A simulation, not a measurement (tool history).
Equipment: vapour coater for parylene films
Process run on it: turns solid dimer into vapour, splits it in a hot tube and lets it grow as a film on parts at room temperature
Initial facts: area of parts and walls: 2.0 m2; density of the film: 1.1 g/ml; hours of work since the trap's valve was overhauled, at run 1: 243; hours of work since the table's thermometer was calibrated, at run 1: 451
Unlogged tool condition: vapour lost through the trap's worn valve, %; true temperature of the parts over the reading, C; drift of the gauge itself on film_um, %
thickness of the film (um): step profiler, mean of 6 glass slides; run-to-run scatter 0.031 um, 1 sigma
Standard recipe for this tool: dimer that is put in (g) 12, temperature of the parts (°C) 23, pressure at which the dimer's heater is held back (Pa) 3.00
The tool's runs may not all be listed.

| run | day | dimer that is put in (g) | temperature of the parts (°C) | pressure at which the dimer's heater is held back (Pa) | hours of work since the trap's valve was overhauled | hours of work since the table's thermometer was calibrated | thickness of the film (um) |
|---|---|---|---|---|---|---|---|
| 1 | 0.000 | 12 | 23 | 3.00 | 243 | 451 | 2.90 |
| 2 | 0.304 | 12 | 23 | 3.00 | 249 | 457 | 2.85 |
| 3 | 0.996 | 12 | 23 | 7.52 | 264 | 472 | 2.71 |
| 4 | 1.379 | 12 | 23 | 7.52 | 272 | 481 | 2.69 |
|  | 1.475 | table's thermometer calibrated |
| 5 | 1.921 | 19 | 23 | 7.52 | 283 | 10 | 4.29 |
| 6 | 2.350 | 19 | 23 | 7.52 | 292 | 19 | 4.22 |
| 7 | 2.842 | 19 | 23 | 7.52 | 303 | 29 | 4.16 |
| 8 | 3.262 | 18 | 28 | 3.00 | 312 | 38 | 3.49 |
| 9 | 3.562 | 16 | 15 | 3.38 | 319 | 45 | 5.23 |
|  | 4.267 | table's thermometer calibrated, once more |
| 10 | 4.296 | 6 | 26 | 10.41 | 333 | 1 | 1.13 |
| 11 | 4.912 | 10 | 17 | 10.31 | 347 | 14 | 2.76 |
| 12 | 5.379 | 6 | 22 | 10.91 | 357 | 24 | 1.34 |

Predict each of these 3 candidate next runs independently; none follows another, all start after run 12:
| A | 5.896 | 12 | 21 | 5.05 | 368 | 35 | ? |
| B | 5.896 | 14 | 22 | 10.91 | 368 | 35 | ? |
| C | 5.896 | 16 | 22 | 10.91 | 368 | 35 | ? |

| run | thickness of the film (um) |
|---|---|
| A | 2.93 |
| B | 3.13 |
| C | 3.61 |
With no hidden state in the tool, these same runs would have given:
| run | thickness of the film (um) |
|---|---|
| A | 3.14 |
| B | 3.36 |
| C | 3.87 |
